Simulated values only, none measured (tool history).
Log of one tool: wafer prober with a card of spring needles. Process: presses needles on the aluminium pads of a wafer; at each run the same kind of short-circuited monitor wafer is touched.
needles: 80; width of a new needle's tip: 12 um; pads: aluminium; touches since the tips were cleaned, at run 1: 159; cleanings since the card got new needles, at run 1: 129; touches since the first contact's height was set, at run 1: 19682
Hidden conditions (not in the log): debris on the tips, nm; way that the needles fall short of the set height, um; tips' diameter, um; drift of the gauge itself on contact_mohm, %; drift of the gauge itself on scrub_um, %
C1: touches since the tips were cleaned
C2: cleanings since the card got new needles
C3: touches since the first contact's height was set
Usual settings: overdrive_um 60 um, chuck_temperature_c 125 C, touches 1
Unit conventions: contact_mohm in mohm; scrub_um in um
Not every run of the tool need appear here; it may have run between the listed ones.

Run 1, day 0.000: usual settings; C1 159; C2 129; C3 19682. Result: contact_mohm 288 mohm, scrub_um 13.31 um.
At day 0.162: tips cleaned on abrasive film.
At day 0.325: tips cleaned on abrasive film.
At day 0.525: tips cleaned on abrasive film.
At day 0.725: tips cleaned on abrasive film.
At day 0.888: tips cleaned on abrasive film.
At day 1.092: tips cleaned on abrasive film.
At day 1.254: tips cleaned on abrasive film.
At day 1.454: tips cleaned on abrasive film.
At day 1.654: tips cleaned on abrasive film.
Run 2, day 1.804: usual settings but overdrive_um 74 um; C1 1902; C2 138; C3 42109. Result: contact_mohm 294 mohm, scrub_um 16.62 um.
At day 1.850: tips cleaned on abrasive film.
At day 2.012: tips cleaned on abrasive film.
At day 2.171: tips cleaned on abrasive film.
At day 2.375: tips cleaned on abrasive film.
At day 2.538: tips cleaned on abrasive film.
At day 2.738: tips cleaned on abrasive film.
At day 2.938: tips cleaned on abrasive film.
At day 3.100: tips cleaned on abrasive film.
At day 3.304: tips cleaned on abrasive film.
At day 3.504: tips cleaned on abrasive film.
Run 3, day 3.642: usual settings but overdrive_um 74 um; C1 1770; C2 148; C3 64903. Result: contact_mohm 292 mohm, scrub_um 16.62 um.
At day 3.688: tips cleaned on abrasive film.
At day 3.850: tips cleaned on abrasive film.
At day 4.050: tips cleaned on abrasive film.
At day 4.250: tips cleaned on abrasive film.
At day 4.412: tips cleaned on abrasive film.
At day 4.617: tips cleaned on abrasive film.
At day 4.817: tips cleaned on abrasive film.
At day 5.017: tips cleaned on abrasive film.
Run 4, day 5.096: usual settings but overdrive_um 74 um; C1 958; C2 156; C3 82881. Result: contact_mohm 291 mohm, scrub_um 16.92 um.
At day 5.217: tips cleaned on abrasive film.
At day 5.417: tips cleaned on abrasive film.
At day 5.621: tips cleaned on abrasive film.
At day 5.821: tips cleaned on abrasive film.
At day 6.008: tips cleaned on abrasive film.
Run 5, day 6.008: usual settings but chuck_temperature_c 35 C; C1 0; C2 161; C3 94196. Result: contact_mohm 266 mohm, scrub_um 13.45 um.
At day 6.208: tips cleaned on abrasive film.
At day 6.408: tips cleaned on abrasive film.
At day 6.612: tips cleaned on abrasive film.
At day 6.775: tips cleaned on abrasive film.
At day 6.933: tips cleaned on abrasive film.
At day 7.138: tips cleaned on abrasive film.
At day 7.338: tips cleaned on abrasive film.
At day 7.500: tips cleaned on abrasive film.
At day 7.700: tips cleaned on abrasive film.
Run 6, day 7.746: usual settings but chuck_temperature_c 35 C; C1 565; C2 170; C3 115786. Result: contact_mohm 266 mohm, scrub_um 13.59 um.
At day 7.867: tips cleaned on abrasive film.
At day 8.029: tips cleaned on abrasive film.
At day 8.233: tips cleaned on abrasive film.
At day 8.433: tips cleaned on abrasive film.
At day 8.633: tips cleaned on abrasive film.
At day 8.796: tips cleaned on abrasive film.
At day 9.000: tips cleaned on abrasive film.
At day 9.158: tips cleaned on abrasive film.
Run 7, day 9.175: usual settings but chuck_temperature_c 35 C; C1 166; C2 178; C3 133474. Result: contact_mohm 264 mohm, scrub_um 13.52 um.
At day 9.338: tips cleaned on abrasive film.
At day 9.538: tips cleaned on abrasive film.
At day 9.738: tips cleaned on abrasive film.
At day 9.871: height of the first contact set anew.
At day 9.912: tips cleaned on abrasive film.
At day 10.112: tips cleaned on abrasive film.
At day 10.317: tips cleaned on abrasive film.
At day 10.517: tips cleaned on abrasive film.
At day 10.717: tips cleaned on abrasive film.
At day 10.921: tips cleaned on abrasive film.
Run 8, day 11.079: usual settings but overdrive_um 53 um, chuck_temperature_c 35 C; C1 1999; C2 187; C3 15014. Result: contact_mohm 265 mohm, scrub_um 11.94 um.
At day 11.121: tips cleaned on abrasive film.
At day 11.321: tips cleaned on abrasive film.
At day 11.525: tips cleaned on abrasive film.
At day 11.688: tips cleaned on abrasive film.
At day 11.888: tips cleaned on abrasive film.
At day 12.050: tips cleaned on abrasive film.
Run 9, day 12.096: usual settings but overdrive_um 53 um, chuck_temperature_c 35 C; C1 570; C2 193; C3 27599. Result: contact_mohm 272 mohm, scrub_um 12.12 um.
At day 12.217: tips cleaned on abrasive film.
At day 12.421: tips cleaned on abrasive film.
At day 12.621: tips cleaned on abrasive film.
At day 12.783: tips cleaned on abrasive film.
At day 12.983: tips cleaned on abrasive film.
At day 13.146: tips cleaned on abrasive film.
At day 13.346: tips cleaned on abrasive film.
At day 13.508: tips cleaned on abrasive film.
Run 10, day 13.579: usual settings; C1 877; C2 201; C3 46000. Result: contact_mohm 291 mohm, scrub_um 13.48 um.
At day 13.700: tips cleaned on abrasive film.
At day 13.862: tips cleaned on abrasive film.
At day 14.062: tips cleaned on abrasive film.
At day 14.225: tips cleaned on abrasive film.
At day 14.429: tips cleaned on abrasive film.
At day 14.592: tips cleaned on abrasive film.
At day 14.792: tips cleaned on abrasive film.
At day 14.992: tips cleaned on abrasive film.
Run 11, day 15.008: usual settings but overdrive_um 48 um, chuck_temperature_c 25 C; C1 188; C2 209; C3 63708. Result: contact_mohm 264 mohm, scrub_um 10.79 um.
At day 15.171: tips cleaned on abrasive film.
At day 15.333: tips cleaned on abrasive film.
At day 15.533: tips cleaned on abrasive film.
At day 15.696: tips cleaned on abrasive film.
At day 15.896: tips cleaned on abrasive film.
At day 16.058: tips cleaned on abrasive film.
At day 16.258: tips cleaned on abrasive film.
At day 16.462: tips cleaned on abrasive film.
At day 16.662: tips cleaned on abrasive film.
Run 12, day 16.742: usual settings but overdrive_um 77 um, chuck_temperature_c 50 C; C1 1005; C2 218; C3 85238. Result: contact_mohm 266 mohm, scrub_um 17.28 um.
At day 16.858: tips cleaned on abrasive film.
At day 17.021: tips cleaned on abrasive film.
At day 17.225: tips cleaned on abrasive film.
At day 17.383: tips cleaned on abrasive film.
At day 17.588: tips cleaned on abrasive film.
Run 13, day 17.633: usual settings but overdrive_um 61 um; C1 613; C2 223; C3 96300. Result: contact_mohm 290 mohm, scrub_um 13.75 um.
At day 17.758: tips cleaned on abrasive film.
At day 17.958: tips cleaned on abrasive film.
At day 18.158: tips cleaned on abrasive film.
At day 18.362: tips cleaned on abrasive film.
At day 18.525: tips cleaned on abrasive film.
At day 18.725: tips cleaned on abrasive film.
Run 14, day 18.833: usual settings but touches 2; C1 1358; C2 229; C3 111173. Result: contact_mohm 291 mohm, scrub_um 13.62 um.
At day 18.917: tips cleaned on abrasive film.
At day 19.117: tips cleaned on abrasive film.
At day 19.317: tips cleaned on abrasive film.
At day 19.479: tips cleaned on abrasive film.
At day 19.683: tips cleaned on abrasive film.
At day 19.883: tips cleaned on abrasive film.
At day 20.046: tips cleaned on abrasive film.
At day 20.246: tips cleaned on abrasive film.
At day 20.446: tips cleaned on abrasive film.
At day 20.608: tips cleaned on abrasive film.
Run 15, day 20.650: usual settings but overdrive_um 77 um, chuck_temperature_c 63 C; C1 485; C2 239; C3 133684. Result: contact_mohm 271 mohm, scrub_um 17.29 um.
At day 20.808: tips cleaned on abrasive film.
At day 21.012: tips cleaned on abrasive film.
At day 21.175: tips cleaned on abrasive film.
At day 21.304: height of the first contact set anew.
At day 21.388: tips cleaned on abrasive film.
At day 21.550: tips cleaned on abrasive film.
At day 21.750: tips cleaned on abrasive film.
Run 16, day 21.875: usual settings but overdrive_um 77 um, chuck_temperature_c 63 C; C1 1571; C2 245; C3 7078. Result: contact_mohm 275 mohm, scrub_um 17.11 um.
At day 21.917: tips cleaned on abrasive film.
At day 22.121: tips cleaned on abrasive film.
At day 22.283: tips cleaned on abrasive film.
At day 22.446: tips cleaned on abrasive film.
At day 22.646: tips cleaned on abrasive film.
At day 22.846: tips cleaned on abrasive film.
At day 23.050: tips cleaned on abrasive film.
Run 17, day 23.050: usual settings but chuck_temperature_c 57 C, touches 2; C1 1; C2 252; C3 21598. Result: contact_mohm 273 mohm, scrub_um 13.46 um.
At day 23.238: tips cleaned on abrasive film.
At day 23.400: tips cleaned on abrasive film.
At day 23.600: tips cleaned on abrasive film.
At day 23.762: tips cleaned on abrasive film.
At day 23.925: tips cleaned on abrasive film.
At day 24.117: tips cleaned on abrasive film.
Run 18, day 24.117: usual settings but overdrive_um 55 um, chuck_temperature_c 29 C, touches 2; C1 0; C2 258; C3 34851. Result: contact_mohm 260 mohm, scrub_um 12.22 um.
At day 24.279: tips cleaned on abrasive film.
At day 24.483: tips cleaned on abrasive film.
At day 24.983: card fitted with new needles.
At day 25.142: tips cleaned on abrasive film.
At day 25.346: tips cleaned on abrasive film.
At day 25.546: tips cleaned on abrasive film.
At day 25.746: tips cleaned on abrasive film.
At day 25.950: tips cleaned on abrasive film.
At day 26.112: tips cleaned on abrasive film.
Run 19, day 26.192: usual settings but overdrive_um 55 um, chuck_temperature_c 29 C, touches 2; C1 1030; C2 6; C3 15047. Result: contact_mohm 263 mohm, scrub_um 12.33 um.
At day 26.275: tips cleaned on abrasive film.
At day 26.475: tips cleaned on abrasive film.
At day 26.638: tips cleaned on abrasive film.
At day 26.842: tips cleaned on abrasive film.
At day 27.021: tips cleaned on abrasive film.
Run 20, day 27.021: usual settings but overdrive_um 66 um, chuck_temperature_c 37 C; C1 0; C2 11; C3 25282. Result: contact_mohm 262 mohm, scrub_um 14.65 um.

Alternative continuations, all from the tool just after run 20; predict every row:
At day 27.221: tips cleaned on abrasive film.
At day 27.421: tips cleaned on abrasive film.
At day 27.583: tips cleaned on abrasive film.
At day 27.788: tips cleaned on abrasive film.
At day 27.988: tips cleaned on abrasive film.
At day 28.150: tips cleaned on abrasive film.
Run A, day 28.246: usual settings but overdrive_um 66 um, chuck_temperature_c 37 C; C1 1236; C2 17; C3 40535. Result: contact_mohm ?, scrub_um ?.
At day 27.221: tips cleaned on abrasive film.
At day 27.421: tips cleaned on abrasive film.
At day 27.583: tips cleaned on abrasive film.
At day 27.788: tips cleaned on abrasive film.
At day 27.988: tips cleaned on abrasive film.
At day 28.150: tips cleaned on abrasive film.
Run B, day 28.246: usual settings but overdrive_um 80 um, chuck_temperature_c 30 C, touches 2; C1 1236; C2 17; C3 40535. Result: contact_mohm ?, scrub_um ?.
At day 27.221: tips cleaned on abrasive film.
At day 27.421: tips cleaned on abrasive film.
At day 27.583: tips cleaned on abrasive film.
At day 27.788: tips cleaned on abrasive film.
At day 27.988: tips cleaned on abrasive film.
At day 28.150: tips cleaned on abrasive film.
Run C, day 28.246: usual settings but overdrive_um 49 um, chuck_temperature_c 119 C, touches 2; C1 1236; C2 17; C3 40535. Result: contact_mohm ?, scrub_um ?.

run  contact_mohm  scrub_um
  A           270     14.79
  B           264     17.84
  C           292     11.05
Take away the tool's hidden state, keep each run's random variation, and the runs would have read:
run  contact_mohm  scrub_um
  A           269     14.79
  B           263     17.85
  C           292     11.05
